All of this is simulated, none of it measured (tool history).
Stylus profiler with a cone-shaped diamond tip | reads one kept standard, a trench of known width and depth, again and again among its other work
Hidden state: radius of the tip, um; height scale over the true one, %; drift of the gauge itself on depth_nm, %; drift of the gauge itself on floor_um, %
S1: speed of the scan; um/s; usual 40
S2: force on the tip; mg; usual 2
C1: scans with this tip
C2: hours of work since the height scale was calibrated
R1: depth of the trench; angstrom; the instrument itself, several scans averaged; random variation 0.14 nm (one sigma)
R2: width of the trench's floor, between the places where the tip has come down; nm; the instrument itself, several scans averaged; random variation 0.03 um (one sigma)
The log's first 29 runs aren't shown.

{"run": 30, "day": 75.467, "S1": 23, "S2": 4.62, "C1": 8361, "C2": 117, "R1": 5065.1, "R2": 26830}
{"run": 31, "day": 78.717, "S1": 75, "S2": 1.04, "C1": 8547, "C2": 148, "R1": 5021.7, "R2": 26390}
{"run": 32, "day": 80.729, "S1": 40, "S2": 3.32, "C1": 8663, "C2": 168, "R1": 5051.2, "R2": 26720}
{"run": 33, "day": 82.454, "S1": 33, "S2": 1.63, "C1": 8761, "C2": 184, "R1": 5028.9, "R2": 26690}
{"run": 34, "day": 84.871, "S1": 97, "S2": 4.43, "C1": 8900, "C2": 208, "R1": 5060.7, "R2": 26530}
{"run": 35, "day": 86.95, "S1": 27, "S2": 4.43, "C1": 9019, "C2": 228, "R1": 5060.8, "R2": 26700}
{"run": 36, "day": 88.942, "S1": 27, "S2": 4.43, "C1": 9134, "C2": 247, "R1": 5058.4, "R2": 26670}
{"run": 37, "day": 92.071, "S1": 40, "S2": 1.09, "C1": 9313, "C2": 277, "R1": 5022.4, "R2": 26580}
{"run": 38, "day": 93.629, "S1": 35, "S2": 0.7, "C1": 9403, "C2": 292, "R1": 5013.8, "R2": 26550}
{"run": 39, "day": 96.896, "S1": 110, "S2": 0.83, "C1": 9590, "C2": 324, "R1": 5013.1, "R2": 26090}
{"run": 40, "day": 100.2, "S1": 110, "S2": 0.83, "C1": 9779, "C2": 356, "R1": 5014.4, "R2": 26050}
{"run": 41, "day": 103.579, "S1": 11, "S2": 1.47, "C1": 9973, "C2": 388, "R1": 5022.7, "R2": 26750}
{"run": 42, "day": 105.292, "S1": 11, "S2": 1.47, "C1": 10071, "C2": 405, "R1": 5023.4, "R2": 26700}
{"run": 43, "day": 108.204, "S1": 39, "S2": 2.51, "C1": 10238, "C2": 433, "R1": 5035.9, "R2": 26640}
{"run": 44, "day": 111.217, "S1": 44, "S2": 2.97, "C1": 10411, "C2": 462, "R1": 5044.9, "R2": 26580}
{"run": 45, "day": 113.767, "S1": 35, "S2": 0.94, "C1": 10557, "C2": 487, "R1": 5013.7, "R2": 26510}
{"run": 46, "day": 116.421, "S1": 35, "S2": 0.94, "C1": 10710, "C2": 512, "R1": 5011.3, "R2": 26480}

4 ways to go on from here, each from the tool as it stands after run 46. What would each give?
{"run": "A", "day": 118.3, "S1": 53, "S2": 3.23, "C1": 10818, "C2": 530, "R1": "?", "R2": "?"}
{"run": "B", "day": 118.3, "S1": 21, "S2": 0.84, "C1": 10818, "C2": 530, "R1": "?", "R2": "?"}
{"run": "C", "day": 118.3, "S1": 13, "S2": 2.8, "C1": 10818, "C2": 530, "R1": "?", "R2": "?"}
{"run": "D", "day": 118.3, "S1": 18, "S2": 2.47, "C1": 10818, "C2": 530, "R1": "?", "R2": "?"}

run=A R1=5041.2 R2=26560
run=B R1=5011.9 R2=26620
run=C R1=5034.8 R2=26650
run=D R1=5034.4 R2=26640
Without the tool's hidden state the same runs would have given:
run=A R1=5052.5 R2=27180
run=B R1=5023.2 R2=27240
run=C R1=5046.1 R2=27280
run=D R1=5045.7 R2=27270
